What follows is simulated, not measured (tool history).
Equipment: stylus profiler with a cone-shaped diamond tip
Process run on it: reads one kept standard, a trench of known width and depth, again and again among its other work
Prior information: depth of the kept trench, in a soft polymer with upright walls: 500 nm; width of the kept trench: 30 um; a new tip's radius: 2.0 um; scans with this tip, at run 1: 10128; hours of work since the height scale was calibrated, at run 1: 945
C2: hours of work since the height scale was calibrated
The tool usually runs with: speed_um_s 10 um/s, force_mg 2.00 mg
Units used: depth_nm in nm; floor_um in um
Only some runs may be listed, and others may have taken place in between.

{"run": 1, "hour": 0.0, "speed_um_s": 10, "force_mg": 2.0, "scans with this tip": 10128, "C2": 945, "depth_nm": 505.23, "floor_um": 25.32}
{"run": 2, "hour": 43.9, "speed_um_s": 10, "force_mg": 2.0, "scans with this tip": 10421, "C2": 972, "depth_nm": 505.01, "floor_um": 25.23}
{"run": 3, "hour": 66.2, "speed_um_s": 10, "force_mg": 2.0, "scans with this tip": 10570, "C2": 986, "depth_nm": 505.23, "floor_um": 25.26}
{"run": 4, "hour": 86.6, "speed_um_s": 10, "force_mg": 2.0, "scans with this tip": 10706, "C2": 999, "depth_nm": 505.14, "floor_um": 25.24}
{"run": 5, "hour": 114.3, "speed_um_s": 10, "force_mg": 2.0, "scans with this tip": 10890, "C2": 1016, "depth_nm": 505.29, "floor_um": 25.16}
{"run": 6, "hour": 154.4, "speed_um_s": 10, "force_mg": 2.0, "scans with this tip": 11158, "C2": 1041, "depth_nm": 505.27, "floor_um": 25.15}
{"run": 7, "hour": 178.1, "speed_um_s": 10, "force_mg": 2.0, "scans with this tip": 11316, "C2": 1056, "depth_nm": 505.48, "floor_um": 25.11}
{"run": 8, "hour": 217.8, "speed_um_s": 10, "force_mg": 2.0, "scans with this tip": 11581, "C2": 1080, "depth_nm": 505.61, "floor_um": 25.12}
{"run": 9, "hour": 267.6, "speed_um_s": 10, "force_mg": 0.84, "scans with this tip": 11913, "C2": 1111, "depth_nm": 504.43, "floor_um": 25.03}
{"run": 10, "hour": 290.7, "speed_um_s": 5, "force_mg": 0.84, "scans with this tip": 12067, "C2": 1126, "depth_nm": 504.16, "floor_um": 25.03}
{"run": 11, "hour": 323.6, "speed_um_s": 5, "force_mg": 0.84, "scans with this tip": 12287, "C2": 1146, "depth_nm": 504.27, "floor_um": 25.02}
{"run": 12, "hour": 355.5, "speed_um_s": 5, "force_mg": 0.84, "scans with this tip": 12500, "C2": 1166, "depth_nm": 504.34, "floor_um": 24.99}
{"run": 13, "hour": 403.7, "speed_um_s": 5, "force_mg": 0.84, "scans with this tip": 12821, "C2": 1196, "depth_nm": 504.57, "floor_um": 24.9}
{"run": 14, "hour": 447.0, "speed_um_s": 7, "force_mg": 2.29, "scans with this tip": 13110, "C2": 1223, "depth_nm": 505.87, "floor_um": 24.91}
{"hour": 472.6, "done": "new tip fitted, height scale calibrated"}
{"run": 15, "hour": 491.8, "speed_um_s": 36, "force_mg": 2.0, "scans with this tip": 127, "C2": 12, "depth_nm": 502.99, "floor_um": 27.22}
{"run": 16, "hour": 540.7, "speed_um_s": 3, "force_mg": 0.68, "scans with this tip": 454, "C2": 42, "depth_nm": 501.58, "floor_um": 27.29}
{"run": 17, "hour": 590.1, "speed_um_s": 28, "force_mg": 2.98, "scans with this tip": 783, "C2": 73, "depth_nm": 503.82, "floor_um": 27.16}
{"run": 18, "hour": 613.2, "speed_um_s": 28, "force_mg": 2.98, "scans with this tip": 938, "C2": 87, "depth_nm": 504.04, "floor_um": 27.09}
{"run": 19, "hour": 662.4, "speed_um_s": 15, "force_mg": 1.37, "scans with this tip": 1266, "C2": 118, "depth_nm": 502.37, "floor_um": 27.02}
{"run": 20, "hour": 700.5, "speed_um_s": 15, "force_mg": 1.37, "scans with this tip": 1520, "C2": 142, "depth_nm": 502.53, "floor_um": 26.91}
{"run": 21, "hour": 727.7, "speed_um_s": 15, "force_mg": 1.37, "scans with this tip": 1702, "C2": 159, "depth_nm": 502.68, "floor_um": 26.87}
{"run": 22, "hour": 749.0, "speed_um_s": 11, "force_mg": 1.49, "scans with this tip": 1844, "C2": 172, "depth_nm": 502.76, "floor_um": 26.92}
{"run": 23, "hour": 785.7, "speed_um_s": 11, "force_mg": 1.49, "scans with this tip": 2088, "C2": 195, "depth_nm": 502.9, "floor_um": 26.88}

What if the next run were any one of these 5? Each begins from the tool's condition after run 23:
{"run": "A", "hour": 807.0, "speed_um_s": 6, "force_mg": 2.45, "scans with this tip": 2230, "C2": 208, "depth_nm": "?", "floor_um": "?"}
{"run": "B", "hour": 807.0, "speed_um_s": 10, "force_mg": 2.22, "scans with this tip": 2230, "C2": 208, "depth_nm": "?", "floor_um": "?"}
{"run": "C", "hour": 807.0, "speed_um_s": 4, "force_mg": 0.77, "scans with this tip": 2230, "C2": 208, "depth_nm": "?", "floor_um": "?"}
{"run": "D", "hour": 807.0, "speed_um_s": 25, "force_mg": 1.49, "scans with this tip": 2230, "C2": 208, "depth_nm": "?", "floor_um": "?"}
{"run": "E", "hour": 807.0, "speed_um_s": 29, "force_mg": 1.49, "scans with this tip": 2230, "C2": 208, "depth_nm": "?", "floor_um": "?"}

run=A depth_nm=503.86 floor_um=26.86
run=B depth_nm=503.57 floor_um=26.76
run=C depth_nm=502.08 floor_um=26.82
run=D depth_nm=503.07 floor_um=26.76
run=E depth_nm=502.75 floor_um=26.76
Without the tool's hidden state the same runs would have given:
run=A depth_nm=503.22 floor_um=27.37
run=B depth_nm=502.93 floor_um=27.27
run=C depth_nm=501.44 floor_um=27.33
run=D depth_nm=502.43 floor_um=27.27
run=E depth_nm=502.11 floor_um=27.27
